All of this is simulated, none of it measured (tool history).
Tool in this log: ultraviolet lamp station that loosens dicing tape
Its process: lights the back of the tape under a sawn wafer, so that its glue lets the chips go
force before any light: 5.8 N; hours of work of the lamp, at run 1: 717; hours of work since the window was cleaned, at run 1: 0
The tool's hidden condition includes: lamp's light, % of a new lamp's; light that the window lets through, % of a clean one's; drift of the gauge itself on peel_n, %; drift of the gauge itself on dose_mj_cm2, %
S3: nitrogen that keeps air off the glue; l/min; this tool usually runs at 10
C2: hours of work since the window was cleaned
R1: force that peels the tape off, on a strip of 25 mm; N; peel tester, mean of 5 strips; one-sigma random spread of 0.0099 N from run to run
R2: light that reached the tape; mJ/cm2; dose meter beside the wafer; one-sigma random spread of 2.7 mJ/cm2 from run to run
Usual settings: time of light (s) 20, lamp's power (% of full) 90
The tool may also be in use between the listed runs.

Run 1, hour 0.0: usual settings; hours of work of the lamp 717; C2 0. Result: R1 0.698 N, R2 284 mJ/cm2.
Run 2, hour 15.1: usual settings; hours of work of the lamp 729; C2 12. Result: R1 0.694 N, R2 288 mJ/cm2.
Run 3, hour 37.0: usual settings; hours of work of the lamp 745; C2 28. Result: R1 0.730 N, R2 280 mJ/cm2.
Run 4, hour 51.9: usual settings; hours of work of the lamp 757; C2 40. Result: R1 0.708 N, R2 278 mJ/cm2.
Run 5, hour 68.8: usual settings; hours of work of the lamp 770; C2 52. Result: R1 0.723 N, R2 274 mJ/cm2.
Run 6, hour 85.5: usual settings but lamp's power (% of full) 79; hours of work of the lamp 782; C2 65. Result: R1 0.953 N, R2 238 mJ/cm2.
Run 7, hour 96.4: usual settings but lamp's power (% of full) 79; hours of work of the lamp 791; C2 74. Result: R1 0.946 N, R2 238 mJ/cm2.
Run 8, hour 110.9: usual settings but lamp's power (% of full) 79; hours of work of the lamp 802; C2 85. Result: R1 1.003 N, R2 235 mJ/cm2.
Run 9, hour 121.8: usual settings but lamp's power (% of full) 79; hours of work of the lamp 810; C2 93. Result: R1 0.981 N, R2 237 mJ/cm2.
Run 10, hour 139.7: usual settings but lamp's power (% of full) 79; hours of work of the lamp 824; C2 106. Result: R1 0.994 N, R2 230 mJ/cm2.
Run 11, hour 151.4: usual settings; hours of work of the lamp 833; C2 115. Result: R1 0.778 N, R2 259 mJ/cm2.
Run 12, hour 174.8: usual settings but S3 5 l/min; hours of work of the lamp 850; C2 133. Result: R1 1.237 N, R2 266 mJ/cm2.
Run 13, hour 196.4: usual settings but S3 5 l/min; hours of work of the lamp 867; C2 150. Result: R1 1.262 N, R2 249 mJ/cm2.
Run 14, hour 220.7: usual settings but S3 5 l/min; hours of work of the lamp 885; C2 168. Result: R1 1.313 N, R2 244 mJ/cm2.
Run 15, hour 233.4: usual settings but S3 5 l/min; hours of work of the lamp 895; C2 178. Result: R1 1.291 N, R2 247 mJ/cm2.
Run 16, hour 251.7: usual settings but S3 5 l/min; hours of work of the lamp 909; C2 192. Result: R1 1.348 N, R2 243 mJ/cm2.
At hour 258.5: lamp changed.
Run 17, hour 277.5: usual settings but lamp's power (% of full) 98, S3 5 l/min; hours of work of the lamp 14; C2 211. Result: R1 0.719 N, R2 348 mJ/cm2.
Run 18, hour 288.0: usual settings but lamp's power (% of full) 98, S3 4 l/min; hours of work of the lamp 23; C2 219. Result: R1 0.897 N, R2 346 mJ/cm2.
Run 19, hour 304.4: usual settings but lamp's power (% of full) 98, S3 4 l/min; hours of work of the lamp 35; C2 231. Result: R1 0.905 N, R2 346 mJ/cm2.
Run 20, hour 321.7: usual settings; hours of work of the lamp 48; C2 244. Result: R1 0.571 N, R2 312 mJ/cm2.
Run 21, hour 336.1: usual settings; hours of work of the lamp 59; C2 255. Result: R1 0.579 N, R2 310 mJ/cm2.
At hour 339.4: window cleaned of glue's vapour.
Run 22, hour 357.6: usual settings; hours of work of the lamp 75; C2 14. Result: R1 0.734 N, R2 281 mJ/cm2.
Run 23, hour 375.3: usual settings; hours of work of the lamp 89; C2 27. Result: R1 0.700 N, R2 280 mJ/cm2.
Run 24, hour 387.4: usual settings but lamp's power (% of full) 70, S3 6 l/min; hours of work of the lamp 98; C2 37. Result: R1 1.422 N, R2 219 mJ/cm2.
Run 25, hour 406.7: usual settings but time of light (s) 26, lamp's power (% of full) 99, S3 13 l/min; hours of work of the lamp 113; C2 51. Result: R1 0.325 N, R2 387 mJ/cm2.
Run 26, hour 423.2: usual settings but time of light (s) 16, lamp's power (% of full) 99, S3 20 l/min; hours of work of the lamp 125; C2 64. Result: R1 0.689 N, R2 237 mJ/cm2.
Run 27, hour 438.6: usual settings but S3 5 l/min; hours of work of the lamp 137; C2 76. Result: R1 1.190 N, R2 269 mJ/cm2.
Run 28, hour 450.0: usual settings but time of light (s) 33, S3 5 l/min; hours of work of the lamp 146; C2 84. Result: R1 0.490 N, R2 436 mJ/cm2.
At hour 457.9: window cleaned of glue's vapour, once more.
Run 29, hour 462.1: usual settings but time of light (s) 19, lamp's power (% of full) 61, S3 18 l/min; hours of work of the lamp 154; C2 3. Result: R1 0.836 N, R2 218 mJ/cm2.
Run 30, hour 481.1: usual settings but time of light (s) 17, lamp's power (% of full) 70, S3 7 l/min; hours of work of the lamp 169; C2 18. Result: R1 1.290 N, R2 221 mJ/cm2.
Run 31, hour 496.9: usual settings but time of light (s) 17, lamp's power (% of full) 70, S3 7 l/min; hours of work of the lamp 181; C2 30. Result: R1 1.284 N, R2 225 mJ/cm2.
Run 32, hour 518.1: usual settings but time of light (s) 18, lamp's power (% of full) 100, S3 12 l/min; hours of work of the lamp 197; C2 46. Result: R1 0.456 N, R2 329 mJ/cm2.
Run 33, hour 541.7: usual settings but time of light (s) 16, S3 16 l/min; hours of work of the lamp 215; C2 64. Result: R1 0.637 N, R2 261 mJ/cm2.
Run 34, hour 561.3: usual settings but time of light (s) 16, S3 16 l/min; hours of work of the lamp 230; C2 79. Result: R1 0.665 N, R2 254 mJ/cm2.
Run 35, hour 585.6: usual settings but time of light (s) 23, lamp's power (% of full) 96, S3 6 l/min; hours of work of the lamp 249; C2 97. Result: R1 0.523 N, R2 390 mJ/cm2.
Run 36, hour 609.4: usual settings but time of light (s) 23, lamp's power (% of full) 64, S3 5 l/min; hours of work of the lamp 267; C2 115. Result: R1 1.245 N, R2 260 mJ/cm2.
Run 37, hour 629.8: usual settings but time of light (s) 15, lamp's power (% of full) 64, S3 5 l/min; hours of work of the lamp 282; C2 131. Result: R1 2.102 N, R2 164 mJ/cm2.
Run 38, hour 643.1: usual settings but time of light (s) 15, lamp's power (% of full) 64, S3 5 l/min; hours of work of the lamp 292; C2 141. Result: R1 2.103 N, R2 167 mJ/cm2.
Run 39, hour 656.3: usual settings but time of light (s) 25, lamp's power (% of full) 82, S3 8 l/min; hours of work of the lamp 302; C2 151. Result: R1 0.527 N, R2 346 mJ/cm2.
Run 40, hour 672.8: usual settings but time of light (s) 21; hours of work of the lamp 315; C2 164. Result: R1 0.563 N, R2 314 mJ/cm2.
Run 41, hour 690.4: usual settings but time of light (s) 28, lamp's power (% of full) 88, S3 8 l/min; hours of work of the lamp 328; C2 177. Result: R1 0.387 N, R2 408 mJ/cm2.
Run 42, hour 714.6: usual settings but time of light (s) 14, lamp's power (% of full) 81, S3 12 l/min; hours of work of the lamp 347; C2 196. Result: R1 1.302 N, R2 182 mJ/cm2.
Run 43, hour 729.7: usual settings but time of light (s) 14, lamp's power (% of full) 83, S3 4 l/min; hours of work of the lamp 358; C2 207. Result: R1 2.066 N, R2 187 mJ/cm2.

Take each entry between the runs: how does the hidden state at the last listed run before it differ from the hidden state at the first listed run after it?
From run 16 to run 17: lamp changed (hour 258.5)
  lamp's light, % of a new lamp's: 73.2 -> 97.7; light that the window lets through, % of a clean one's: 91.3 -> 90.4
  measured result minus the result with no hidden state, R1: +0.650 -> +0.153 N; R2: -121 -> -46 mJ/cm2
From run 21 to run 22: window cleaned of glue's vapour (hour 339.4)
  lamp's light, % of a new lamp's: 96.4 -> 95.9; light that the window lets through, % of a clean one's: 88.4 -> 80.4
  measured result minus the result with no hidden state, R1: +0.160 -> +0.293 N; R2: -54 -> -84 mJ/cm2
From run 28 to run 29: window cleaned of glue's vapour, once more (hour 457.9)
  lamp's light, % of a new lamp's: 94 -> 93.7; light that the window lets through, % of a clean one's: 77.3 -> 99.4
  measured result minus the result with no hidden state, R1: +0.229 -> +0.099 N; R2: -165 -> -16 mJ/cm2
